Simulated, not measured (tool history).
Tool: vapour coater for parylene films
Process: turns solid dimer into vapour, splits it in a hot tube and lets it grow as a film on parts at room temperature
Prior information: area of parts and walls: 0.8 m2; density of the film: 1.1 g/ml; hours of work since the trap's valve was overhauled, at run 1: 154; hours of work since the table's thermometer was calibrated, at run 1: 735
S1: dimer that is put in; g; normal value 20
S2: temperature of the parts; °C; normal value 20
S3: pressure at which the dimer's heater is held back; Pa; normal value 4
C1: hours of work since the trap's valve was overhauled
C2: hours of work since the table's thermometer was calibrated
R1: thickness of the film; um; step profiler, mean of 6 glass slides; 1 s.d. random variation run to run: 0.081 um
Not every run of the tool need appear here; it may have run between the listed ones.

{"run": 1, "hour": 0.0, "S1": 20, "S2": 20, "S3": 4, "C1": 154, "C2": 735, "R1": 11.03}
{"run": 2, "hour": 33.1, "S1": 20, "S2": 20, "S3": 4, "C1": 174, "C2": 755, "R1": 11.04}
{"run": 3, "hour": 55.8, "S1": 20, "S2": 20, "S3": 4, "C1": 188, "C2": 768, "R1": 11.16}
{"run": 4, "hour": 81.3, "S1": 9, "S2": 20, "S3": 4, "C1": 203, "C2": 784, "R1": 5.03}
{"run": 5, "hour": 109.7, "S1": 9, "S2": 20, "S3": 4, "C1": 220, "C2": 801, "R1": 4.97}
{"run": 6, "hour": 143.1, "S1": 9, "S2": 20, "S3": 4, "C1": 241, "C2": 821, "R1": 4.98}
{"run": 7, "hour": 179.5, "S1": 20, "S2": 20, "S3": 4, "C1": 262, "C2": 843, "R1": 11.09}
{"run": 8, "hour": 210.5, "S1": 20, "S2": 28, "S3": 4.12, "C1": 281, "C2": 862, "R1": 9.23}
{"run": 9, "hour": 231.9, "S1": 12, "S2": 28, "S3": 4.12, "C1": 294, "C2": 874, "R1": 5.58}
{"run": 10, "hour": 260.9, "S1": 14, "S2": 20, "S3": 4, "C1": 311, "C2": 892, "R1": 7.73}
{"run": 11, "hour": 294.3, "S1": 35, "S2": 28, "S3": 8.37, "C1": 332, "C2": 912, "R1": 14.72}

The next listed run, before its measurement:
{"run": 12, "hour": 329.2, "S1": 10, "S2": 28, "S3": 4.04, "C1": 353, "C2": 933, "R1": "?"}

{"run 12": {"R1": 4.6}}
With the hidden condition absent and the run-to-run variation left alone, this run would have shown R1 4.63 um.

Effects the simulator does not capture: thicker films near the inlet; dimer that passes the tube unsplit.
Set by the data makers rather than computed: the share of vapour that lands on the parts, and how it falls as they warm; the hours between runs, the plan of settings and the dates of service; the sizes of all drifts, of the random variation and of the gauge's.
